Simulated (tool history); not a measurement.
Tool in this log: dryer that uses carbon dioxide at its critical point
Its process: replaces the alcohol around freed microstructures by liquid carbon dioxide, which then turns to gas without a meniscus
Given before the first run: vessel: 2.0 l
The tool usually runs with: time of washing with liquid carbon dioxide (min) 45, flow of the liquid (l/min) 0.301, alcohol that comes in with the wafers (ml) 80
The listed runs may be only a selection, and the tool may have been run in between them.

| run | hour | time of washing with liquid carbon dioxide (min) | flow of the liquid (l/min) | alcohol that comes in with the wafers (ml) | alcohol left in the vessel before it's heated (ppm by volume) |
|---|---|---|---|---|---|
| 1 | 0.0 | 45 | 0.301 | 80 | 68 |
| 2 | 65.1 | 45 | 0.301 | 80 | 75 |
| 3 | 119.9 | 45 | 0.301 | 105 | 95 |
| 4 | 164.3 | 45 | 0.301 | 105 | 98 |
| 5 | 193.8 | 45 | 0.301 | 78 | 87 |
| 6 | 239.7 | 45 | 0.301 | 78 | 100 |
| 7 | 266.8 | 45 | 0.301 | 78 | 99 |
| 8 | 311.9 | 45 | 0.301 | 80 | 104 |
|  | 370.6 | inlet filter changed |
| 9 | 374.0 | 45 | 0.301 | 80 | 74 |
| 10 | 439.0 | 45 | 0.301 | 80 | 73 |
| 11 | 480.9 | 45 | 0.301 | 80 | 93 |
| 12 | 527.2 | 45 | 0.301 | 80 | 88 |
| 13 | 565.3 | 45 | 0.301 | 80 | 104 |
| 14 | 625.0 | 45 | 0.301 | 80 | 104 |
| 15 | 674.8 | 45 | 0.301 | 47 | 75 |
| 16 | 731.1 | 45 | 0.462 | 80 | 42 |
|  | 741.7 | inlet filter changed |
| 17 | 786.7 | 45 | 0.301 | 80 | 94 |
| 18 | 845.5 | 45 | 0.301 | 80 | 99 |
| 19 | 889.8 | 45 | 0.234 | 80 | 324 |
| 20 | 920.4 | 45 | 0.234 | 80 | 336 |
| 21 | 951.4 | 70 | 0.301 | 80 | 48 |
| 22 | 1011.8 | 70 | 0.300 | 80 | 41 |
| 23 | 1046.3 | 70 | 0.300 | 80 | 53 |
| 24 | 1091.4 | 45 | 0.301 | 71 | 120 |
|  | 1113.3 | inlet filter changed |
| 25 | 1123.9 | 64 | 0.443 | 119 | 53 |
| 26 | 1180.1 | 27 | 0.334 | 80 | 504 |
| 27 | 1209.0 | 27 | 0.334 | 99 | 630 |
| 28 | 1237.0 | 45 | 0.334 | 38 | 57 |
| 29 | 1300.3 | 45 | 0.404 | 97 | 55 |
| 30 | 1348.8 | 45 | 0.404 | 97 | 65 |
| 31 | 1399.0 | 70 | 0.281 | 63 | 61 |
| 32 | 1427.1 | 55 | 0.301 | 56 | 77 |
| 33 | 1476.7 | 55 | 0.301 | 56 | 63 |
|  | 1486.8 | inlet filter changed |
|  | 1514.4 | purifier's bed changed |
| 34 | 1535.7 | 55 | 0.301 | 56 | 15 |
| 35 | 1588.0 | 31 | 0.181 | 34 | 1231 |
| 36 | 1617.6 | 37 | 0.459 | 61 | 18 |
| 37 | 1679.1 | 45 | 0.293 | 80 | 79 |
| 38 | 1720.2 | 45 | 0.293 | 80 | 93 |
| 39 | 1764.2 | 66 | 0.301 | 34 | 15 |
| 40 | 1813.4 | 66 | 0.301 | 34 | 9 |
| 41 | 1848.7 | 33 | 0.192 | 80 | 2470 |
|  | 1857.9 | inlet filter changed |
| 42 | 1885.9 | 33 | 0.192 | 80 | 1975 |
| 43 | 1947.2 | 33 | 0.192 | 80 | 2012 |
| 44 | 1982.9 | 33 | 0.192 | 80 | 2053 |
| 45 | 2034.4 | 45 | 0.209 | 80 | 528 |
| 46 | 2065.1 | 47 | 0.312 | 58 | 53 |

Estimate the outcome of run 47 from the log above:
| 47 | 2128.2 | 48 | 0.431 | 80 | ? |

alcohol left in the vessel before it's heated (ppm by volume): 12
Minus the tool's unlogged condition, the same run would have read alcohol left in the vessel before it's heated (ppm by volume) 0.

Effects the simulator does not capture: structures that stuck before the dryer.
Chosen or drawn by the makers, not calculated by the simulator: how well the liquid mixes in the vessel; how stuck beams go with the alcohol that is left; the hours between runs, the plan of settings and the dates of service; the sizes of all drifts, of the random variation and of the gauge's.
